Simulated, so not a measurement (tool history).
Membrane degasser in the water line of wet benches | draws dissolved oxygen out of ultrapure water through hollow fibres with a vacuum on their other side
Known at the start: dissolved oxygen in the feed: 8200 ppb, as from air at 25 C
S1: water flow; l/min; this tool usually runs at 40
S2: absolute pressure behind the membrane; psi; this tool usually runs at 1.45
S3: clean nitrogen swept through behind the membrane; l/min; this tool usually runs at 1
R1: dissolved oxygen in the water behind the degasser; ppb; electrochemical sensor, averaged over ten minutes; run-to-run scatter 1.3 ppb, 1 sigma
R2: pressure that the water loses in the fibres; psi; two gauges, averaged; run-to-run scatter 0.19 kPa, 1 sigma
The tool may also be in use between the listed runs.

run	hour	S1	S2	S3	R1	R2
1	0	40	1.45	1	554.8	6.634
2	189.8	40	1.45	1	557.1	6.605
3	401.2	40	1.45	1	553.7	6.564
4	641.8	40	1.45	1	557.3	6.631
5	803.1	40	1.35	1	508.3	6.562
6	1024.8	40	1.35	1	507.4	6.622
7	1254.4	40	1.35	1	507.7	6.599
8	1409.6	40	1.35	1	509.3	6.701
# hour 1554.2: vacuum gauge calibrated
9	1568.7	40	1.35	1	482.7	6.654
10	1729.3	40	1.35	1	483	6.637
11	1953.5	40	1.35	1	482.2	6.612
12	2142.5	25	0.99	1.22	163.6	4.187
13	2365.1	40	1.81	2.99	298.8	6.631
14	2504.8	40	1.81	2.99	298.2	6.657
15	2686.7	52	1.83	1	906.5	8.649
16	2855.6	52	1.83	1	909.2	8.643
17	2956.8	42	1.67	1	672	6.93
18	3115.6	31	1.17	2.71	135.6	5.181
19	3344.1	51	1.39	0.51	965.2	8.524
20	3508.1	28	3.06	0.79	1158.1	4.686
21	3705.9	28	3.06	0.79	1153.4	4.685

4 ways to go on from here, each from the tool as it stands after run 21. What would each give?
A	3949.7	44	1.45	0.42	?	?
B	3949.7	48	2.6	2.94	?	?
C	3949.7	40	1.94	1	?	?
D	3949.7	40	1.45	1.9	?	?

run	R1	R2
A	1027	7.369
B	562.3	8.009
C	778.8	6.663
D	328.6	6.692
What these runs would have given with no unlogged condition in the tool:
run	R1	R2
A	1017.1	7.06
B	548.8	7.672
C	768.6	6.382
D	319.6	6.411

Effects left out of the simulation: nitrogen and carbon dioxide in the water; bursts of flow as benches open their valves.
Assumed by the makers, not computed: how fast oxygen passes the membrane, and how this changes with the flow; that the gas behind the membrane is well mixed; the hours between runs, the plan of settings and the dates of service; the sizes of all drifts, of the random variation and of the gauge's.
